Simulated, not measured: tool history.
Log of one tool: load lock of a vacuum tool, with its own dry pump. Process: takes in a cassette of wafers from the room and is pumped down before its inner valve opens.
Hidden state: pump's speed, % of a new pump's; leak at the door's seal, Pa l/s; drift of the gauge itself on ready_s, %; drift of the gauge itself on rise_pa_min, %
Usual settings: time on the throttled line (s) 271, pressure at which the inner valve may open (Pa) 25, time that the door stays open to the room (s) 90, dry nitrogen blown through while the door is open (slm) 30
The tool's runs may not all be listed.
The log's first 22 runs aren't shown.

run	hour	time on the throttled line (s)	pressure at which the inner valve may open (Pa)	time that the door stays open to the room (s)	dry nitrogen blown through while the door is open (slm)	hours that the pump has run since its overhaul	times that the door has closed on its seal	incoming humidity of the room's air, %	time from the closed door until the inner valve may open (s)	rise of the pressure with all valves shut (Pa/min)
23	2569.8	271	30	79	30	7539	12551	47.5	381.0	0.182
24	2661.5	359	24	44	32	7631	12861	45.7	455.2	0.178
25	2810.7	359	24	44	32	7780	13367	42.8	457.5	0.181
26	2982.7	291	25	49	30	7952	13949	40.6	403.0	0.189
27	3147.7	294	25	68	30	8117	14508	47.8	402.9	0.215
28	3296.2	294	25	97	30	8265	15011	41.7	402.7	0.222
29	3435.1	294	23	97	30	8404	15481	48.9	408.9	0.243
30	3515.6	271	25	232	30	8485	15753	46.0	382.6	0.274
31	3595.4	510	20	90	30	8565	16023	44.3	587.1	0.245
32	3746.8	510	29	90	30	8716	16536	44.1	585.5	0.264
33	3855.9	510	29	90	30	8825	16906	47.5	588.3	0.267
34	3959.5	510	22	90	30	8929	17256	45.2	593.1	0.285
35	4052.0	510	22	90	30	9021	17570	43.2	589.9	0.283
36	4137.6	510	22	90	30	9107	17860	43.4	590.9	0.285

Forecast each of these 3 alternatives for the next run:
A	4251.4	202	25	90	8	9221	18245	43.3	?	?
B	4251.4	498	25	90	30	9221	18245	43.9	?	?
C	4251.4	430	25	90	30	9221	18245	43.1	?	?

run	time from the closed door until the inner valve may open (s)	rise of the pressure with all valves shut (Pa/min)
A	326.9	0.317
B	584.5	0.299
C	517.0	0.297
Without the tool's hidden state the same runs would have given:
run	time from the closed door until the inner valve may open (s)	rise of the pressure with all valves shut (Pa/min)
A	316.6	0.060
B	577.7	0.045
C	509.5	0.040

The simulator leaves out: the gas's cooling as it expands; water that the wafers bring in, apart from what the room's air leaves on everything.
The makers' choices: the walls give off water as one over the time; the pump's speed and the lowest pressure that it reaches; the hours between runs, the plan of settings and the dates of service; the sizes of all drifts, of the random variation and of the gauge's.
